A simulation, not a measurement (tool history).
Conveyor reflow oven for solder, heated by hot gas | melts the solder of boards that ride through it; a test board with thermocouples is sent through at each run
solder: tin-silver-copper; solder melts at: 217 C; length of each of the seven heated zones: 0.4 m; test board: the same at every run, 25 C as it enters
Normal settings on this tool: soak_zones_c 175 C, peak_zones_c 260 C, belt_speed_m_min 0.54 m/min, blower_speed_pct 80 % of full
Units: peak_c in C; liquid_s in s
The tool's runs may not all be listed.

run   hour  soak_zones_c  peak_zones_c  belt_speed_m_min  blower_speed_pct  peak_c  liquid_s
  1      0           175           260              0.54                80   247.7      62.8
  2   10.5           175           260              0.54                80   247.7      63.7
  3   26.7           175           260              0.54                80   247.5      63.5
  4   43.2           175           260             0.511                80   248.7      68.9
  5   51.2           175           260             0.511                80   248.8      68.6
  6   61.4           175           260             0.511                80   248.8      68.7
  7   78.4           175           260              0.54                80   247.4      63.3
  8   93.5           175           260              0.54                80   247.4      63.2
  9  103.5           175           260              0.54                80   247.2      63.4
 10  120.9           175           260              0.54                80   247.1      63.2
 11  128.5           175           251              0.54                80   239.6        55
 12  141.9           175           251              0.54                80   239.3      55.1
 13  158.7           175           251              0.54                80   239.5      55.5
 14  171.6           175           251              0.54                80   239.5      54.7
 15  183.7           175           251              0.54                80   239.3      54.8
     197.6  -- flux residue cleaned out of gas plates and filters
 16    201           166           251              0.54                55     231      34.8
 17  215.9           166           259              0.54                55   237.3      44.8
 18  232.6           184           255             0.632                55   232.9      36.9
 19  244.5           179           266              0.54                67   250.5      66.7
 20  261.5           175           260              0.54                54   239.6      51.9
 21  276.4           175           260              0.54                54   239.5      51.3
 22  284.5           187           271              0.51                80   261.2      83.8
 23  293.4           175           260             0.533                64   244.2      58.6
 24  301.1           175           260              0.54                80     248      64.6
 25  314.7           175           260              0.54                80   248.4      63.8
 26  323.7           175           260              0.43                80   253.3      89.3
 27  333.9           165           270             0.549                88   256.9      66.9
 28  344.6           165           267             0.549                75   250.8      60.9
 29  360.3           165           267             0.549                75   250.7      60.3
 30  368.3           177           254             0.549                75   241.4      56.9

Branching from run 30: 3 alternative next runs. What would each branch give?
  A  383.6           175           260             0.507                54       ?         ?
  B  383.6           177           258             0.549                54       ?         ?
  C  383.6           176           265              0.47                80       ?         ?

run  peak_c  liquid_s
  A   241.9      58.7
  B   237.9      48.3
  C   256.1      82.9
The same runs, with their run-to-run variation unchanged, on a tool lacking any hidden condition would have given:
run  peak_c  liquid_s
  A     241      57.3
  B     237        47
  C   255.1      81.8

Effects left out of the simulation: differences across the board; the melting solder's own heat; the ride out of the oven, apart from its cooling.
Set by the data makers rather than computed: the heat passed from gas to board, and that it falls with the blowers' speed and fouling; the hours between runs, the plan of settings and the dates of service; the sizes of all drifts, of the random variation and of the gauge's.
